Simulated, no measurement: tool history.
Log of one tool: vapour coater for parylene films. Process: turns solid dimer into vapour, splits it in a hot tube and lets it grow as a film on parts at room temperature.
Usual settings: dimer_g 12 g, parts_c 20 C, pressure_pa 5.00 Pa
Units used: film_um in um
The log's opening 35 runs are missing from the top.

| run | hour | dimer_g | parts_c | pressure_pa | film_um |
|---|---|---|---|---|---|
| 36 | 613.2 | 12 | 20 | 2.84 | 4.02 |
| 37 | 637.3 | 5 | 20 | 11.41 | 1.36 |
| 38 | 652.0 | 5 | 20 | 11.41 | 1.36 |
|  | 655.9 | gauge calibrated |
| 39 | 667.7 | 5 | 20 | 11.41 | 1.33 |
| 40 | 679.8 | 5 | 20 | 11.41 | 1.33 |
| 41 | 691.3 | 5 | 26 | 11.41 | 1.22 |
| 42 | 705.7 | 5 | 26 | 11.41 | 1.22 |
|  | 721.7 | trap's valve overhauled |
| 43 | 723.1 | 12 | 20 | 6.24 | 3.53 |

Consider 5 possible next runs. They are alternatives, not a sequence: every one starts from the tool as it was left by run 43. What does each give?
| A | 745.3 | 20 | 17 | 3.87 | ? |
| B | 745.3 | 10 | 20 | 9.46 | ? |
| C | 745.3 | 12 | 30 | 3.87 | ? |
| D | 745.3 | 22 | 20 | 9.03 | ? |
| E | 745.3 | 21 | 29 | 2.41 | ? |

| run | film_um |
|---|---|
| A | 6.64 |
| B | 2.75 |
| C | 3.23 |
| D | 6.14 |
| E | 6.16 |
Without the tool's hidden state the same runs would have given:
| run | film_um |
|---|---|
| A | 6.61 |
| B | 2.73 |
| C | 3.21 |
| D | 6.11 |
| E | 6.13 |
